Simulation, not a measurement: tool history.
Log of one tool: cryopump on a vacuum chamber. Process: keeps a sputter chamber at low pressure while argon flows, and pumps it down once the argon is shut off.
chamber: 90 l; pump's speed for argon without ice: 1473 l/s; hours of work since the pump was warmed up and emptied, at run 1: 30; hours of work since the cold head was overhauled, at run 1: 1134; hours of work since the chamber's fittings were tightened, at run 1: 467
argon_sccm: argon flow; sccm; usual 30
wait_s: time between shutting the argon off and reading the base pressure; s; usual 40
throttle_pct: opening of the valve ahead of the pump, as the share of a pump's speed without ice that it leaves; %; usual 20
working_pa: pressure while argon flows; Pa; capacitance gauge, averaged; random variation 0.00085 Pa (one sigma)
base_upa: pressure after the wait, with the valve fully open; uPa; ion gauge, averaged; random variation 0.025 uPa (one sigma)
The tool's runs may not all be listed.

run	hour	argon_sccm	wait_s	throttle_pct	hours of work since the pump was warmed up and emptied	hours of work since the cold head was overhauled	hours of work since the chamber's fittings were tightened	working_pa	base_upa
1	0.0	30	40	20	30	1134	467	0.1732	1.17
2	65.8	30	40	20	78	1182	514	0.1743	1.18
3	119.9	30	40	20	117	1221	553	0.1738	1.17
4	186.4	30	238	20	165	1269	601	0.1733	0.62
5	243.7	30	238	20	206	1310	643	0.1742	0.61
6	282.7	30	183	20	234	1338	671	0.1741	0.68
7	332.7	30	183	20	270	1374	707	0.1758	0.72
8	367.8	30	183	20	296	1399	732	0.1751	0.76
9	434.2	30	183	39	343	1447	780	0.0920	0.78
10	487.3	30	40	35	382	1486	818	0.1035	1.35
11	541.3	30	40	35	421	1525	857	0.1035	1.40
12	607.9	30	40	35	469	1573	905	0.1038	1.45
13	656.6	30	70	20	504	1608	940	0.1788	1.10
14	723.2	30	70	20	552	1656	988	0.1775	1.14
15	772.0	30	273	20	587	1691	1024	0.1762	0.88
16	824.6	30	207	20	625	1729	1062	0.1785	0.90
17	867.1	30	207	20	656	1760	1092	0.1792	0.93
18	897.4	30	207	20	678	1782	1114	0.1801	0.95
19	925.8	19	43	35	698	1802	1135	0.0672	1.54
20	980.2	29	68	35	737	1841	1174	0.1034	1.30
21	1013.1	33	40	28	761	1865	1198	0.1446	1.63
22	1045.1	22	20	60	784	1888	1221	0.0475	2.40
23	1104.9	22	92	18	827	1931	1264	0.1467	1.21
24	1154.4	22	92	18	863	1967	1300	0.1465	1.28
25	1185.5	22	92	18	886	1990	1322	0.1477	1.33
26	1227.4	28	211	20	916	2020	1352	0.1699	1.08
27	1281.1	28	211	20	955	2058	1391	0.1697	1.15
28	1343.5	15	51	36	1000	2103	1436	0.0526	1.59
29	1395.6	15	51	36	1037	2141	1474	0.0535	1.68
# hour 1408.9: pump warmed up, emptied and cooled again
30	1459.2	23	35	20	36	2183	1516	0.1340	1.76
31	1488.0	23	35	20	57	2204	1537	0.1329	1.77
32	1544.5	57	151	32	98	2245	1577	0.2074	1.10
33	1585.3	14	37	16	127	2274	1607	0.1016	1.80
34	1629.6	37	115	16	159	2306	1639	0.2699	1.27

How the hidden state differs across the entries between the runs, from the last listed run before each to the first after it:
Between runs 29 and 30: pump warmed up, emptied and cooled again (hour 1408.9)
  pump's speed, % of a pump's without ice: 78.6 -> 99.2; cold plate's temperature, K: 13.83 -> 13.86; leak into the chamber, uPa l/s: 1215 -> 1242
  measured less the result without the state, working_pa: +0.0055 -> +0.0013 Pa; base_upa: +0.87 -> +0.68 uPa
